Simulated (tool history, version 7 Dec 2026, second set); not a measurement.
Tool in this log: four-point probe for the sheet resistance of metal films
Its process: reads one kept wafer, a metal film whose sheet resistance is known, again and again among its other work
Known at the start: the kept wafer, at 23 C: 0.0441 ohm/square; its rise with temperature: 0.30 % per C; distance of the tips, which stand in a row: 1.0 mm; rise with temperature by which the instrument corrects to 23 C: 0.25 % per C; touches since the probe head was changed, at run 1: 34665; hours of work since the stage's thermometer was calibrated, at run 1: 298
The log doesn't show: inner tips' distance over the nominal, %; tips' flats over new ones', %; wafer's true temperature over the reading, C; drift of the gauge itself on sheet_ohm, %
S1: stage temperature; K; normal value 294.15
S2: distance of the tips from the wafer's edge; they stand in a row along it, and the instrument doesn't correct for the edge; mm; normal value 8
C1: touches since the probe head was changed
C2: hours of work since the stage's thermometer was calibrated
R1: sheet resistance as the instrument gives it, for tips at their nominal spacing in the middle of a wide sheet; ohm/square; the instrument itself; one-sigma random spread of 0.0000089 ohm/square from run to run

Run 1, hour 0: usual settings; C1 34665; C2 298. Result: R1 0.04424 ohm/square.
Run 2, hour 17.8: usual settings; C1 35358; C2 306. Result: R1 0.044226 ohm/square.
Run 3, hour 30.5: usual settings; C1 35853; C2 312. Result: R1 0.044241 ohm/square.
Run 4, hour 54.9: usual settings but S1 297.15 K; C1 36802; C2 323. Result: R1 0.04429 ohm/square.
Run 5, hour 71: usual settings; C1 37427; C2 330. Result: R1 0.044217 ohm/square.
Run 6, hour 82.5: usual settings; C1 37874; C2 335. Result: R1 0.044216 ohm/square.
Run 7, hour 96.1: usual settings; C1 38403; C2 341. Result: R1 0.044204 ohm/square.
Run 8, hour 111.1: usual settings; C1 38990; C2 348. Result: R1 0.044225 ohm/square.
Run 9, hour 130.4: usual settings; C1 39741; C2 357. Result: R1 0.044215 ohm/square.
Run 10, hour 142.1: usual settings but S1 293.15 K; C1 40195; C2 362. Result: R1 0.044192 ohm/square.
Run 11, hour 161.6: usual settings but S1 293.15 K; C1 40955; C2 371. Result: R1 0.044206 ohm/square.
Run 12, hour 181.2: usual settings but S1 293.15 K, S2 3 mm; C1 41715; C2 379. Result: R1 0.046271 ohm/square.
Run 13, hour 196.8: usual settings; C1 42325; C2 386. Result: R1 0.04421 ohm/square.
Run 14, hour 215.7: usual settings; C1 43057; C2 395. Result: R1 0.044198 ohm/square.
Run 15, hour 236.9: usual settings; C1 43884; C2 404. Result: R1 0.04421 ohm/square.
Run 16, hour 258.9: usual settings; C1 44740; C2 414. Result: R1 0.044213 ohm/square.
Run 17, hour 271.8: usual settings; C1 45242; C2 420. Result: R1 0.044192 ohm/square.
Run 18, hour 284.3: usual settings; C1 45729; C2 425. Result: R1 0.0442 ohm/square.
Run 19, hour 296.1: usual settings; C1 46188; C2 431. Result: R1 0.044195 ohm/square.
Run 20, hour 311.2: usual settings but S2 67 mm; C1 46776; C2 437. Result: R1 0.043824 ohm/square.
Run 21, hour 328.1: usual settings; C1 47434; C2 445. Result: R1 0.04419 ohm/square.
Run 22, hour 344.7: usual settings; C1 48077; C2 452. Result: R1 0.044185 ohm/square.
Run 23, hour 371: usual settings; C1 49101; C2 464. Result: R1 0.044188 ohm/square.
Run 24, hour 395.6: usual settings but S1 303.15 K, S2 31 mm; C1 50061; C2 475. Result: R1 0.044025 ohm/square.
Run 25, hour 423.3: usual settings but S1 303.15 K, S2 59 mm; C1 51139; C2 487. Result: R1 0.043996 ohm/square.
Run 26, hour 441.7: usual settings but S1 292.15 K, S2 53 mm; C1 51854; C2 496. Result: R1 0.043778 ohm/square.
Run 27, hour 468: usual settings but S1 300.15 K, S2 3 mm; C1 52878; C2 507. Result: R1 0.046412 ohm/square.
Run 28, hour 491.5: usual settings but S1 293.15 K; C1 53790; C2 518. Result: R1 0.044164 ohm/square.
Run 29, hour 506.4: usual settings but S1 293.15 K, S2 60 mm; C1 54371; C2 525. Result: R1 0.043788 ohm/square.
At hour 509.4: stage's thermometer calibrated.
Run 30, hour 534.6: usual settings but S1 299.15 K, S2 4 mm; C1 55448; C2 11. Result: R1 0.045334 ohm/square.
Run 31, hour 548.1: usual settings but S1 308.15 K, S2 5 mm; C1 55974; C2 17. Result: R1 0.045027 ohm/square.
Run 32, hour 575.3: usual settings but S1 295.15 K, S2 19 mm; C1 57034; C2 29. Result: R1 0.043873 ohm/square.

The next listed run, before its measurement:
Run 33, hour 600: usual settings but S1 291.15 K, S2 23 mm; C1 57993; C2 40. Result: R1 ?.

{"run 33": {"R1": 0.043755}}
Had the tool carried no hidden state, the very same run would have given R1 0.044024 ohm/square.
